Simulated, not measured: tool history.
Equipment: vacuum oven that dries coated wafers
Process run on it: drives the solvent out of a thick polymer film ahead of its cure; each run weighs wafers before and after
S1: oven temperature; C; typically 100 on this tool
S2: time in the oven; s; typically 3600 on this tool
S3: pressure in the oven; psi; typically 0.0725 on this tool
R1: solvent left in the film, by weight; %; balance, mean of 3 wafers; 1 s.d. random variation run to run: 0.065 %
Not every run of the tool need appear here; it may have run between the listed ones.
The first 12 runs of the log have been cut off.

| run | hour | S1 | S2 | S3 | R1 |
|---|---|---|---|---|---|
| 13 | 906.7 | 100 | 6000 | 0.0725 | 2.92 |
|  | 913.2 | vacuum gauge cleaned of residue and calibrated |
| 14 | 1005.8 | 100 | 6000 | 0.0725 | 3.23 |
| 15 | 1066.4 | 100 | 3600 | 0.0635 | 5.72 |
| 16 | 1164.9 | 100 | 3600 | 0.0635 | 5.79 |
| 17 | 1214.6 | 100 | 3600 | 0.0635 | 5.74 |
|  | 1243.9 | vacuum gauge cleaned of residue and calibrated, once more |
| 18 | 1279.3 | 100 | 4560 | 0.0835 | 4.05 |
| 19 | 1342.2 | 100 | 4560 | 0.0835 | 4.12 |
|  | 1366.2 | oven's thermocouples calibrated |
| 20 | 1432.6 | 100 | 4560 | 0.0835 | 3.9 |
| 21 | 1527.5 | 100 | 4560 | 0.0835 | 3.91 |
| 22 | 1594.1 | 107 | 3600 | 0.054 | 3.34 |
| 23 | 1653.9 | 95 | 3600 | 0.0725 | 6.6 |
| 24 | 1703.4 | 104 | 3600 | 0.1278 | 4.63 |
| 25 | 1812.1 | 108 | 3600 | 0.0725 | 3.26 |
| 26 | 1872.6 | 108 | 3600 | 0.0725 | 3.42 |
| 27 | 1955.4 | 100 | 3600 | 0.0483 | 5.12 |
| 28 | 2060.9 | 100 | 3600 | 0.0483 | 4.96 |
| 29 | 2166.9 | 90 | 3600 | 0.1298 | 8.98 |
| 30 | 2256.2 | 90 | 3600 | 0.1298 | 9.08 |
| 31 | 2302.1 | 93 | 2160 | 0.0577 | 10.93 |
| 32 | 2354.8 | 93 | 2160 | 0.0577 | 10.7 |

Here are 4 independent what-if runs from the current tool condition. What would each one return?
| A | 2426.4 | 87 | 5280 | 0.2046 | ? |
| B | 2426.4 | 109 | 2160 | 0.0577 | ? |
| C | 2426.4 | 92 | 4920 | 0.0725 | ? |
| D | 2426.4 | 86 | 3600 | 0.0496 | ? |

| run | R1 |
|---|---|
| A | 8.61 |
| B | 6.19 |
| C | 5.64 |
| D | 9.29 |
With the hidden condition removed and each run's random variation left untouched, the same runs would have given:
| run | R1 |
|---|---|
| A | 8.13 |
| B | 5.93 |
| C | 5.23 |
| D | 8.87 |
